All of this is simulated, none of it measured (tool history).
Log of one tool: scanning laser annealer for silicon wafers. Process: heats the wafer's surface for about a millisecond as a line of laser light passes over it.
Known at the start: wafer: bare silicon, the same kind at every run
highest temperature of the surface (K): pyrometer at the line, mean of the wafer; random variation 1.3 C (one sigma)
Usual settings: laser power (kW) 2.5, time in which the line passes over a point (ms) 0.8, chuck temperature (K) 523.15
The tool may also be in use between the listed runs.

run,hour,laser power (kW),time in which the line passes over a point (ms),chuck temperature (K),highest temperature of the surface (K)
1,0,2.5,0.8,523.15,1261.15
2,25.4,2.5,0.8,523.15,1260.15
3,41.7,2.5,0.8,523.15,1260.15
4,59.7,2.5,0.808,523.15,1263.15
5,78.1,2.5,0.808,523.15,1263.15
6,102.5,2.5,0.808,523.15,1263.15
7,118.4,2.5,0.808,523.15,1263.15
8,136.3,2.5,0.808,523.15,1260.15
9,165.6,2.341,0.8,523.15,1208.15
10,187.1,2.5,0.8,523.15,1257.15
# hour 201.7: optics aligned, line set to its width
11,210.6,2.5,0.8,523.15,1248.15
12,243.7,2.5,0.8,523.15,1248.15
13,269.1,2.5,0.8,531.15,1255.15
14,299.7,2.5,0.8,531.15,1254.15
15,321.7,2.5,0.8,531.15,1254.15
# hour 343.1: optics aligned, line set to its width, once more
16,347.8,2.5,0.8,531.15,1279.15
17,368.8,2.5,0.575,523.15,1171.15
18,399.9,2.5,0.575,523.15,1168.15
19,433.4,2.5,0.8,523.15,1268.15
20,453.4,2.5,0.8,523.15,1269.15
21,469.2,2.5,0.8,523.15,1267.15
22,488.3,2.5,0.8,523.15,1266.15
23,517.1,2.5,0.8,523.15,1266.15
24,544.9,2.5,0.8,523.15,1268.15
25,578,2.5,0.8,523.15,1265.15
26,600.7,2.5,0.615,523.15,1184.15
27,620.4,2.172,0.894,512.15,1181.15
28,649,2.41,0.702,557.15,1231.15
29,676.5,2.41,0.702,557.15,1229.15
30,697.4,2.666,0.8,523.15,1318.15
31,721.2,2.263,0.854,519.15,1207.15
32,754.3,2.175,0.854,499.15,1155.15
33,786.7,2.267,0.924,532.15,1240.15
34,815.2,2.477,0.581,515.15,1151.15
35,838.4,2.5,0.626,540.15,1203.15
36,867.7,2.5,0.8,538.15,1274.15
37,901.9,2.5,0.8,538.15,1276.15
38,923.3,2.5,0.871,516.15,1280.15
# hour 940.7: window over the wafer cleaned
39,941.2,2.475,0.753,510.15,1243.15
40,961.1,2.29,0.576,498.15,1099.15

Forecast each of these 4 alternatives for the next run:
A,981.8,2.218,0.629,505.15,?
B,981.8,2.5,0.8,548.15,?
C,981.8,2.566,0.807,556.15,?
D,981.8,2.29,0.576,515.15,?

run,highest temperature of the surface (K)
A,1110.15
B,1310.15
C,1345.15
D,1117.15
Without the tool's hidden state the same runs would have given:
run,highest temperature of the surface (K)
A,1109.15
B,1307.15
C,1342.15
D,1115.15
